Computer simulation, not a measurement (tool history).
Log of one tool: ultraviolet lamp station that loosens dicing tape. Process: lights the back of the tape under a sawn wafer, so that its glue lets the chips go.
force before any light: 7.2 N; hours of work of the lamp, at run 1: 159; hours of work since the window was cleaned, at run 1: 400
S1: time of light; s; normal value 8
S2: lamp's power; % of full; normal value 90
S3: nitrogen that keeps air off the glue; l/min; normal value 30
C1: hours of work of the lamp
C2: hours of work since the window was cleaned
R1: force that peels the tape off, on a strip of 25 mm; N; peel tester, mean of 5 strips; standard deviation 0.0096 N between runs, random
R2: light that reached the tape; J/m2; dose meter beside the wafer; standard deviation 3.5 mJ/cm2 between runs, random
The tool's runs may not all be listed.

run	hour	S1	S2	S3	C1	C2	R1	R2
1	0	8	90	30	159	400	0.42	5680
2	38.4	8	90	30	186	428	0.407	5650
3	75.1	8	90	30	213	454	0.411	5670
4	96.1	6	90	30	228	469	0.683	4250
5	131.1	10	90	30	253	495	0.304	7040
6	166.5	8	90	30	279	520	0.408	5710
7	194.6	8	90	30	299	540	0.409	5680
8	237.1	8	75	30	330	571	0.559	4740
9	266.6	8	62	30	351	592	0.794	3900
10	303.1	8	62	30	378	619	0.764	3920
11	327.5	9	62	14	395	636	0.818	4430
12	361.3	8	79	12	420	661	0.725	4950
# hour 380.5: window cleaned of glue's vapour
13	399.8	8	79	12	447	14	0.718	5000
14	430.8	5	98	10	469	36	1.21	3880
15	458.3	16	90	30	489	56	0.251	11370
16	487.9	16	90	30	511	78	0.234	11210

Here are 3 independent what-if runs from the current tool condition. What would each one return?
A	530.1	16	79	30	541	108	?	?
B	530.1	8	90	50	541	108	?	?
C	530.1	16	90	41	541	108	?	?

run	R1	R2
A	0.251	10030
B	0.351	5670
C	0.242	11410
Take away the tool's hidden state, keep each run's random variation, and the runs would have read:
run	R1	R2
A	0.251	10040
B	0.35	5680
C	0.242	11420

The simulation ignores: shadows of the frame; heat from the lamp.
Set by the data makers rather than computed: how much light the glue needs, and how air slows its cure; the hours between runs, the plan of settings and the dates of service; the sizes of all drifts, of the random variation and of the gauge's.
